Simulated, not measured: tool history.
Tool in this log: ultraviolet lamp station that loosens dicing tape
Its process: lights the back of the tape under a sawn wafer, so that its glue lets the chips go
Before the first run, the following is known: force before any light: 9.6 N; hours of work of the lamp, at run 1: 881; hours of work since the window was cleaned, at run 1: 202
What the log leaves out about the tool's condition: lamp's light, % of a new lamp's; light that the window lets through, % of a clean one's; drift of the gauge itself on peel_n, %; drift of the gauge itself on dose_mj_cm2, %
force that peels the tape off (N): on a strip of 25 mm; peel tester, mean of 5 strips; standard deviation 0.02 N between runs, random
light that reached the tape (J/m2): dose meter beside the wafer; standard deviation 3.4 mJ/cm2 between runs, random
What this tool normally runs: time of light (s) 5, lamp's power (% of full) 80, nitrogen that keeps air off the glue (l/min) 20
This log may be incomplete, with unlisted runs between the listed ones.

run    hour  time of light (s)  lamp's power (% of full)  nitrogen that keeps air off the glue (l/min)  hours of work of the lamp  hours of work since the window was cleaned  force that peels the tape off (N)  light that reached the tape (J/m2)
  1     0.0                  5                        80                                            20                        881                                         202                              1.549                                4250
  2    30.4                  5                        80                                            20                        900                                         221                              1.626                                4190
  3   103.8                  5                        80                                            20                        945                                         266                              1.598                                4160
  4   167.7                  5                        80                                            23                        984                                         306                              1.488                                4080
  5   215.8                  5                        80                                            20                       1014                                         336                              1.679                                4090
  6   289.4                  5                        80                                            10                       1060                                         381                              2.448                                4000
  7   319.5                  5                        80                                            20                       1078                                         400                              1.713                                3940
  8   362.6                  5                        80                                            20                       1105                                         426                              1.727                                3920
  9   418.6                  5                        80                                            20                       1139                                         461                              1.733                                3840
 10   488.1                  5                        80                                            20                       1182                                         504                              1.860                                3740
 11   559.1                  5                        80                                            12                       1226                                         548                              2.476                                3710
 12   616.0                  5                        80                                            15                       1261                                         583                              2.203                                3600
 13   646.5                  5                        74                                            15                       1280                                         602                              2.551                                3330
 14   712.8                  5                        80                                            20                       1321                                         643                              2.044                                3600
 15   749.0                  5                        80                                            20                       1343                                         665                              2.042                                3550
      755.4  -- window cleaned of glue's vapour
      793.0  -- lamp changed
 16   814.0                  5                        80                                            20                         13                                          36                              0.976                                5350
 17   885.3                  5                        80                                            20                         57                                          80                              1.045                                5250
 18   938.2                  5                        80                                            20                         90                                         112                              1.060                                5170
 19   980.1                  7                        80                                            20                        116                                         138                              0.550                                7230
 20  1018.7                  7                        79                                            20                        139                                         162                              0.587                                7100
 21  1091.2                  2                        61                                            37                        184                                         207                              4.325                                1530
 22  1144.2                  6                        65                                            33                        217                                         240                              0.930                                4880
 23  1207.5                  5                        72                                            20                        256                                         279                              1.371                                4450
 24  1262.1                  5                        72                                            20                        290                                         312                              1.434                                4380
 25  1333.6                  7                        86                                            28                        334                                         357                              0.440                                7150

Forecast run 26:
 26  1397.5                  7                        86                                            28                        373                                         396                                  ?                                   ?

Run 26 produced force that peels the tape off (N) 0.428, light that reached the tape (J/m2) 7140.
On a tool with no hidden condition, and with the same random variation, this run would have come out at force that peels the tape off (N) 0.324, light that reached the tape (J/m2) 8260.
